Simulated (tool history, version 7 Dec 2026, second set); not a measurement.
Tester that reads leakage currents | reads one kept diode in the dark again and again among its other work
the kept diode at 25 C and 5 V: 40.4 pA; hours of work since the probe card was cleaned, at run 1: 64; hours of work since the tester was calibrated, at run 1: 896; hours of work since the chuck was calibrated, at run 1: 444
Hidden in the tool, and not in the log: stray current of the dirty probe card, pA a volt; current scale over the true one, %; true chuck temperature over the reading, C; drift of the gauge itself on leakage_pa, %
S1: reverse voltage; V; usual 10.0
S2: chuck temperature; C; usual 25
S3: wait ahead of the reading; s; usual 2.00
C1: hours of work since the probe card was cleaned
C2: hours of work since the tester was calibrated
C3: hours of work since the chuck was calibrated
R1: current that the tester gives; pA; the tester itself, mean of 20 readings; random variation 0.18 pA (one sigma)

run,hour,S1,S2,S3,C1,C2,C3,R1
1,0.0,10.0,25,2.00,64,896,444,55.85
2,26.8,10.0,25,2.00,77,908,457,55.69
3,58.6,10.0,25,1.62,91,923,471,55.93
4,104.0,10.0,25,1.62,112,944,492,55.97
5,147.1,10.0,25,1.62,132,964,512,56.06
6,186.5,10.0,25,1.62,151,982,531,56.26
7,226.8,10.0,25,1.62,169,1001,549,56.46
8,255.3,10.0,25,1.62,182,1014,562,56.69
9,280.3,10.0,25,1.62,194,1025,574,56.67
10,323.9,10.0,49,2.00,214,1046,594,391.43
11,363.7,10.0,49,2.00,232,1064,612,394.72
12,385.7,10.0,55,2.00,243,1074,623,611.05
13,419.5,2.0,25,2.00,258,1090,638,26.43
14,457.4,2.0,25,2.00,276,1107,656,26.46
15,502.3,2.0,25,2.00,296,1128,677,26.37
16,530.3,2.0,25,2.00,309,1141,689,26.54
17,559.8,2.0,25,2.00,323,1155,703,26.67
18,603.0,2.0,25,2.00,343,1174,723,26.52
19,625.5,10.0,25,2.00,353,1185,733,56.95
20,670.7,10.0,25,2.00,374,1206,754,57.45
21,711.6,7.0,45,1.49,393,1225,773,244.89
22,744.2,10.0,53,1.99,408,1240,788,526.26
23,790.8,4.3,53,1.99,430,1261,810,356.50
24,814.3,9.1,25,0.87,441,1272,821,56.03
25,855.5,8.9,56,2.00,460,1291,840,627.33
26,892.9,2.0,56,2.00,477,1309,857,314.13
27,918.2,1.0,26,1.10,489,1320,869,20.97
28,940.7,10.0,55,4.82,499,1331,879,608.86
29,967.5,10.0,55,4.82,511,1343,892,608.93
30,1012.3,10.0,55,4.82,532,1364,912,610.77
31,1059.8,1.1,39,3.68,554,1386,934,64.84
32,1080.9,1.1,39,3.68,564,1395,944,64.80
33,1119.9,5.7,52,0.73,582,1413,962,379.68
34,1140.6,10.0,28,6.95,591,1423,972,74.09
35,1182.0,10.0,28,6.95,611,1442,991,74.32
36,1227.6,10.0,28,6.95,632,1463,1012,75.25
37,1247.0,10.0,28,6.95,641,1472,1021,74.44
38,1288.7,2.2,32,6.09,660,1491,1040,50.48
39,1314.1,4.5,25,2.00,672,1503,1052,39.61

Hidden state or all else? Some run-to-run changes of R1, split into what the settings, what came in and random variation would give without the hidden state, and what is left for the hidden state (with any gauge scatter that isn't in both results):
Run 12 -> 13: S1 10.0 -> 2.0, S2 55 -> 25. R1 -584.62 pA: hidden state +10.22, all else -594.84.
Run 24 -> 25: S1 9.1 -> 8.9, S2 25 -> 56, S3 0.87 -> 2.00. R1 +571.30 pA: hidden state -14.52, all else +585.82.
Run 27 -> 28: S1 1.0 -> 10.0, S2 26 -> 55, S3 1.10 -> 4.82. R1 +587.89 pA: hidden state -12.41, all else +600.30.
Run 30 -> 31: S1 10.0 -> 1.1, S2 55 -> 39, S3 4.82 -> 3.68. R1 -545.93 pA: hidden state +11.49, all else -557.42.
